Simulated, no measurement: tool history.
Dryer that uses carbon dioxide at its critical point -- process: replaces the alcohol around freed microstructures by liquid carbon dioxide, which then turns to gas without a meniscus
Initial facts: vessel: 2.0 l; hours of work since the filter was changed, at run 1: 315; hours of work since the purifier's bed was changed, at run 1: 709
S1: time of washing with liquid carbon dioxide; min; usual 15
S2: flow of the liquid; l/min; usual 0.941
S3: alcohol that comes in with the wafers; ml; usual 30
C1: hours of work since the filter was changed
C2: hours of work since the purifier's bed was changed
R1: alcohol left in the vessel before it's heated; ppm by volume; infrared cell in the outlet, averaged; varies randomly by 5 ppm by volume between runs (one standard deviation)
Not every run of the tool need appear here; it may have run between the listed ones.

{"run": 1, "hour": 0.0, "S1": 15, "S2": 0.941, "S3": 30, "C1": 315, "C2": 709, "R1": 199}
{"hour": 14.7, "done": "inlet filter changed"}
{"run": 2, "hour": 40.4, "S1": 15, "S2": 0.941, "S3": 30, "C1": 18, "C2": 736, "R1": 158}
{"run": 3, "hour": 94.6, "S1": 15, "S2": 0.941, "S3": 30, "C1": 55, "C2": 773, "R1": 158}
{"run": 4, "hour": 148.8, "S1": 15, "S2": 0.601, "S3": 30, "C1": 92, "C2": 811, "R1": 534}
{"run": 5, "hour": 183.0, "S1": 15, "S2": 0.578, "S3": 30, "C1": 115, "C2": 834, "R1": 606}
{"run": 6, "hour": 252.7, "S1": 15, "S2": 0.941, "S3": 25, "C1": 163, "C2": 882, "R1": 178}
{"run": 7, "hour": 296.4, "S1": 15, "S2": 0.941, "S3": 56, "C1": 193, "C2": 912, "R1": 249}
{"run": 8, "hour": 343.1, "S1": 15, "S2": 0.941, "S3": 30, "C1": 225, "C2": 944, "R1": 217}
{"run": 9, "hour": 399.8, "S1": 15, "S2": 0.941, "S3": 30, "C1": 264, "C2": 983, "R1": 227}
{"run": 10, "hour": 459.0, "S1": 15, "S2": 0.941, "S3": 30, "C1": 304, "C2": 1023, "R1": 240}
{"hour": 488.5, "done": "inlet filter changed"}
{"run": 11, "hour": 525.5, "S1": 15, "S2": 0.941, "S3": 30, "C1": 25, "C2": 1068, "R1": 190}
{"run": 12, "hour": 559.7, "S1": 15, "S2": 0.74, "S3": 30, "C1": 49, "C2": 1091, "R1": 327}
{"run": 13, "hour": 590.1, "S1": 15, "S2": 0.74, "S3": 30, "C1": 70, "C2": 1112, "R1": 328}
{"run": 14, "hour": 620.4, "S1": 15, "S2": 0.74, "S3": 30, "C1": 90, "C2": 1133, "R1": 339}
{"run": 15, "hour": 658.9, "S1": 15, "S2": 0.74, "S3": 30, "C1": 117, "C2": 1159, "R1": 356}
{"run": 16, "hour": 715.8, "S1": 15, "S2": 0.74, "S3": 30, "C1": 156, "C2": 1198, "R1": 381}
{"hour": 736.7, "done": "purifier's bed changed"}
{"run": 17, "hour": 769.3, "S1": 23, "S2": 0.941, "S3": 104, "C1": 190, "C2": 22, "R1": 18}
{"run": 18, "hour": 821.6, "S1": 17, "S2": 1.591, "S3": 59, "C1": 226, "C2": 58, "R1": 22}
{"run": 19, "hour": 887.8, "S1": 12, "S2": 1.165, "S3": 33, "C1": 272, "C2": 104, "R1": 109}
{"run": 20, "hour": 955.9, "S1": 12, "S2": 1.201, "S3": 105, "C1": 318, "C2": 150, "R1": 283}
{"hour": 967.5, "done": "inlet filter changed"}
{"run": 21, "hour": 1015.5, "S1": 12, "S2": 1.201, "S3": 105, "C1": 33, "C2": 190, "R1": 131}
{"run": 22, "hour": 1070.6, "S1": 12, "S2": 1.201, "S3": 105, "C1": 71, "C2": 228, "R1": 143}
{"run": 23, "hour": 1109.0, "S1": 19, "S2": 0.941, "S3": 44, "C1": 97, "C2": 254, "R1": 65}
{"run": 24, "hour": 1176.3, "S1": 19, "S2": 0.941, "S3": 44, "C1": 143, "C2": 300, "R1": 65}
{"run": 25, "hour": 1208.8, "S1": 19, "S2": 0.941, "S3": 57, "C1": 165, "C2": 323, "R1": 74}
{"run": 26, "hour": 1281.6, "S1": 19, "S2": 0.941, "S3": 57, "C1": 215, "C2": 373, "R1": 95}
{"run": 27, "hour": 1327.9, "S1": 13, "S2": 0.941, "S3": 30, "C1": 247, "C2": 404, "R1": 204}
{"run": 28, "hour": 1395.4, "S1": 15, "S2": 0.575, "S3": 30, "C1": 293, "C2": 451, "R1": 742}

Results for each run, recomputed without the tool's hidden state and with each run's random variation untouched:
Hidden conditions of the tool in this case: flow that reaches the vessel past the clogged filter, %; alcohol in the recycled carbon dioxide, ppm; drift of the gauge itself on alcohol_ppm, %.
run=1 R1=34
run=2 R1=43
run=3 R1=37
run=4 R1=348
run=5 R1=390
run=6 R1=30
run=7 R1=66
run=8 R1=43
run=9 R1=35
run=10 R1=38
run=11 R1=35
run=12 R1=147
run=13 R1=138
run=14 R1=139
run=15 R1=139
run=16 R1=140
run=17 R1=7
run=18 R1=11
run=19 R1=46
run=20 R1=104
run=21 R1=92
run=22 R1=85
run=23 R1=22
run=24 R1=12
run=25 R1=13
run=26 R1=23
run=27 R1=74
run=28 R1=401
